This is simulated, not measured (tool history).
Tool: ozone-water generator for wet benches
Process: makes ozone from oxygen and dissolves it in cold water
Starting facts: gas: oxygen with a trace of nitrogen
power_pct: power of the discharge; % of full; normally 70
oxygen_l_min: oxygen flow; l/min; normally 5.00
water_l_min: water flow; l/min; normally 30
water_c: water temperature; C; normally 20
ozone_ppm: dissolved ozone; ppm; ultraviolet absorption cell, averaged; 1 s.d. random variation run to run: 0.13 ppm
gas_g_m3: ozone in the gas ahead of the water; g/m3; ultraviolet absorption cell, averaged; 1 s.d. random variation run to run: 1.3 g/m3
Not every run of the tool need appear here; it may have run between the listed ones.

run,hour,power_pct,oxygen_l_min,water_l_min,water_c,ozone_ppm,gas_g_m3
1,0.0,70,5.00,30,20,12.5,211.3
2,35.4,70,5.00,30,20,12.8,211.9
3,108.4,70,4.09,30,20,11.9,231.3
4,172.4,70,4.09,30,20,11.8,229.5
5,226.2,70,4.09,30,20,11.9,229.0
# hour 232.8: water thermometer calibrated
6,268.9,70,4.09,30,20,11.7,229.4
7,301.6,70,4.09,30,20,11.7,229.5
8,355.2,70,4.09,30,20,11.5,225.8
9,427.1,70,4.09,30,20,11.6,227.7
10,494.1,70,4.09,30,25,11.0,224.9
# hour 517.6: water thermometer calibrated, once more
11,555.5,74,5.00,30,26,11.4,214.5
12,622.5,74,5.00,30,26,11.1,210.7
13,684.9,47,3.56,27,15,10.2,188.4
14,751.2,63,8.30,30,20,12.2,155.0
15,786.4,50,8.30,20,24,13.7,133.3

3 options for the next run, each taken on its own from the tool as it stands now. Forecast them:
A,824.4,42,5.00,30,20,?,?
B,824.4,77,8.63,20,24,?,?
C,824.4,40,5.00,30,20,?,?

run,ozone_ppm,gas_g_m3
A,8.8,154.0
B,17.5,169.5
C,8.5,147.4
With the hidden condition removed and each run's random variation left untouched, the same runs would have given:
run,ozone_ppm,gas_g_m3
A,10.6,173.6
B,22.3,203.6
C,10.2,165.5
